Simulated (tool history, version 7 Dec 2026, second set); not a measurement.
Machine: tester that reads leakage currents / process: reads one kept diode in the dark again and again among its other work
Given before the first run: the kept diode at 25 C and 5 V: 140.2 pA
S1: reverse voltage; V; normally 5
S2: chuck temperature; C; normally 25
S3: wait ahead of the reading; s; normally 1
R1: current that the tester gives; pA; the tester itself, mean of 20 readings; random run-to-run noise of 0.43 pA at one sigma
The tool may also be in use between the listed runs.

run    hour     S1  S2    S3      R1
  1       0      5  25     1  153.82
  2    75.1  10.86  25     1  236.25
  3   140.1      5  25     1  154.45
  4   246.5      5  25     1  155.78
  5   361.8      5  25     1  157.42
      412.1  -- chuck's temperature calibrated
  6   465.8      5  25     1  147.18
        486  -- probe card cleaned and baked
  7   522.4      5  25     1  142.13
  8   609.4   2.34  25     1   95.98
  9   657.3   2.34  25     1   95.92
 10   753.3   2.34  25     1   96.47
 11   800.9   7.34  25     1  177.89
 12   913.1   7.34  25     1  178.67
 13  1016.7   7.34  25     1  179.32
 14  1129.5      5  25     1  146.84
 15  1175.9      5  25     1  147.11
 16  1244.7      5  25     1  149.04
 17  1350.1      5  25  6.23  147.73
 18  1436.8   16.7  25  5.94  284.92
 19    1531    6.4  32  0.53  281.24
 20  1631.3    6.4  32  0.53  282.55
 21  1694.4    6.4  32  0.53   282.5
 22  1795.7    6.4  32  0.53  285.06
     1876.5  -- probe card cleaned and baked
 23  1876.7   2.01  53  0.82  593.05
 24    1943   2.48  25  0.82  103.87
 25  2045.7   2.48  25  0.82   104.3
 26  2114.8    2.3  25  6.09   99.79

What will run 27 give?
 27  2171.4  2.3  25  0.38   ?

Run 27 produced R1 102.11 pA.
With no hidden state in the tool, this same run would have given R1 95.58 pA.

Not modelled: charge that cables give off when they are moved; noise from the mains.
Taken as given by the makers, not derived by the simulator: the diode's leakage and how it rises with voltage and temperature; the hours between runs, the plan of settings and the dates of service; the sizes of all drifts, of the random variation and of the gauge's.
